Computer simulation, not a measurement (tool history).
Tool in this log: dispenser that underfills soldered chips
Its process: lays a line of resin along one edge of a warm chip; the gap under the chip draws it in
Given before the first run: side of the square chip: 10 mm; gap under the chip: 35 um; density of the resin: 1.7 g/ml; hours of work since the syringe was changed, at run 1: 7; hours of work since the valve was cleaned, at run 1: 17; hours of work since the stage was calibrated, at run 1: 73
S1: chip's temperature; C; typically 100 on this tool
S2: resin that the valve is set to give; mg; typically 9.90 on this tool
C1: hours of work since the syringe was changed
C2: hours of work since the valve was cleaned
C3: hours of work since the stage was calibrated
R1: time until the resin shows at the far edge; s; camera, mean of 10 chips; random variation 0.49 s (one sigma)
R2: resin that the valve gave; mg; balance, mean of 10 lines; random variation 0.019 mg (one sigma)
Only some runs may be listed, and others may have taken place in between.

run 1 day=0.000 | S1=100 S2=9.90 | C1=7 C2=17 C3=73 | R1=76.8 R2=9.90
-- day=0.138 new syringe of resin
run 2 day=0.196 | S1=96 S2=9.90 | C1=1 C2=20 C3=76 | R1=50.6 R2=9.86
run 3 day=0.354 | S1=100 S2=9.90 | C1=3 C2=22 C3=78 | R1=54.7 R2=9.80
run 4 day=0.558 | S1=100 S2=9.90 | C1=7 C2=26 C3=82 | R1=70.6 R2=9.82
run 5 day=0.679 | S1=100 S2=11.45 | C1=9 C2=28 C3=84 | R1=83.4 R2=11.33
-- day=0.746 new syringe of resin
run 6 day=0.812 | S1=100 S2=9.90 | C1=1 C2=29 C3=86 | R1=43.9 R2=9.81
run 7 day=0.992 | S1=100 S2=9.90 | C1=4 C2=32 C3=89 | R1=55.3 R2=9.77
run 8 day=1.104 | S1=100 S2=9.90 | C1=6 C2=34 C3=90 | R1=65.4 R2=9.76
run 9 day=1.271 | S1=100 S2=9.90 | C1=8 C2=37 C3=93 | R1=81.4 R2=9.78
-- day=1.350 new syringe of resin
run 10 day=1.454 | S1=100 S2=9.90 | C1=2 C2=40 C3=96 | R1=48.0 R2=9.77
run 11 day=1.554 | S1=100 S2=10.04 | C1=3 C2=41 C3=97 | R1=52.9 R2=9.85
run 12 day=1.671 | S1=100 S2=11.86 | C1=5 C2=43 C3=99 | R1=62.6 R2=11.73
run 13 day=1.792 | S1=104 S2=11.86 | C1=7 C2=45 C3=101 | R1=62.8 R2=11.69
-- day=1.954 new syringe of resin
run 14 day=1.954 | S1=100 S2=8.69 | C1=0 C2=47 C3=104 | R1=41.5 R2=8.53
run 15 day=2.112 | S1=96 S2=9.57 | C1=3 C2=50 C3=106 | R1=59.8 R2=9.38
run 16 day=2.283 | S1=100 S2=11.99 | C1=5 C2=53 C3=109 | R1=61.7 R2=11.78
run 17 day=2.467 | S1=100 S2=11.99 | C1=8 C2=56 C3=112 | R1=80.4 R2=11.77
-- day=2.562 new syringe of resin
run 18 day=2.696 | S1=100 S2=11.99 | C1=2 C2=59 C3=115 | R1=47.4 R2=11.73
run 19 day=2.817 | S1=96 S2=9.53 | C1=4 C2=61 C3=117 | R1=67.2 R2=9.33
run 20 day=2.917 | S1=96 S2=9.53 | C1=6 C2=63 C3=119 | R1=76.7 R2=9.34
run 21 day=3.029 | S1=94 S2=8.98 | C1=8 C2=64 C3=121 | R1=99.0 R2=8.79
-- day=3.175 new syringe of resin
run 22 day=3.229 | S1=95 S2=9.90 | C1=1 C2=67 C3=124 | R1=53.9 R2=9.63
run 23 day=3.404 | S1=95 S2=9.90 | C1=4 C2=70 C3=126 | R1=67.2 R2=9.64
run 24 day=3.579 | S1=95 S2=10.46 | C1=7 C2=73 C3=129 | R1=87.0 R2=10.17
-- day=3.771 new syringe of resin
run 25 day=3.796 | S1=100 S2=10.76 | C1=0 C2=76 C3=133 | R1=41.6 R2=10.47
-- day=3.900 dispensing valve cleaned and set on the balance
run 26 day=4.012 | S1=111 S2=11.79 | C1=3 C2=2 C3=135 | R1=34.9 R2=11.81
run 27 day=4.104 | S1=111 S2=11.41 | C1=5 C2=3 C3=137 | R1=38.6 R2=11.40
run 28 day=4.250 | S1=95 S2=10.05 | C1=7 C2=6 C3=139 | R1=91.9 R2=10.04

What if the next run were any one of these 5? Each begins from the tool's condition after run 28:
run A day=4.379 | S1=106 S2=12.12 | C1=9 C2=8 C3=141 | R1=? R2=?
run B day=4.379 | S1=91 S2=10.85 | C1=9 C2=8 C3=141 | R1=? R2=?
run C day=4.379 | S1=100 S2=9.16 | C1=9 C2=8 C3=141 | R1=? R2=?
run D day=4.379 | S1=95 S2=10.84 | C1=9 C2=8 C3=141 | R1=? R2=?
run E day=4.379 | S1=103 S2=9.90 | C1=9 C2=8 C3=141 | R1=? R2=?

run=A R1=68.7 R2=12.10
run=B R1=128.8 R2=10.81
run=C R1=91.7 R2=9.12
run=D R1=108.1 R2=10.82
run=E R1=78.6 R2=9.88
The same runs, with their run-to-run variation unchanged, on a tool lacking any hidden condition would have given:
run=A R1=30.1 R2=12.13
run=B R1=56.8 R2=10.84
run=C R1=40.9 R2=9.14
run=D R1=47.5 R2=10.85
run=E R1=34.7 R2=9.91
